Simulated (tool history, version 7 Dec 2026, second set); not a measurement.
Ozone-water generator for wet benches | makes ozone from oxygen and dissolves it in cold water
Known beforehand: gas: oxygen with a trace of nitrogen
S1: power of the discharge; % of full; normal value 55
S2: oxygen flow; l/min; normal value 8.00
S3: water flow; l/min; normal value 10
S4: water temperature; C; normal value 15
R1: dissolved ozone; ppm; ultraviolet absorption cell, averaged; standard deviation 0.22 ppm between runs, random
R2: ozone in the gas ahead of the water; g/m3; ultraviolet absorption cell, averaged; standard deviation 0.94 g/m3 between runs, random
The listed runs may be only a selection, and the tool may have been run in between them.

run    hour  S1     S2  S3  S4    R1     R2
  1     0.0  55   8.00  10  15  30.7  155.0
  2   140.9  55   8.00  10  15  30.1  155.6
  3   285.8  55   8.00  10  15  30.0  154.6
  4   362.6  55   8.00  15  15  25.0  154.6
  5   478.0  55   8.00  15  23  21.1  156.0
  6   600.7  55   8.00  15  23  20.8  154.2
  7   768.0  55   8.00  15  23  20.8  154.7
  8   852.2  55   8.00  13  15  26.3  155.4
  9   993.5  55   8.00  13  15  26.1  154.4
 10  1125.5  55   8.00  13  15  26.0  153.9
 11  1207.8  81   8.00   7  20  39.8  201.4
 12  1365.8  81   8.00   7  20  39.3  201.8
 13  1454.7  55  14.40  10  15  27.8  126.3
 14  1548.8  55  14.40  10  15  27.7  125.2
 15  1638.7  97   7.67  14  16  36.5  232.0
 16  1807.1  55   9.95  10  10  32.6  142.3
 17  1927.6  93   6.96   9  11  48.4  232.3
 18  2040.9  93   6.96   9  11  47.9  232.5
 19  2185.5  63   6.96   9  11  35.8  175.5

What will run 20 give?
 20  2331.9  55  7.36  14  15   ?   ?

{"run 20": {"R1": 24.0, "R2": 156.7}}
Had the tool carried no hidden state, the very same run would have given R1 26.7 ppm, R2 165.4 g/m3.

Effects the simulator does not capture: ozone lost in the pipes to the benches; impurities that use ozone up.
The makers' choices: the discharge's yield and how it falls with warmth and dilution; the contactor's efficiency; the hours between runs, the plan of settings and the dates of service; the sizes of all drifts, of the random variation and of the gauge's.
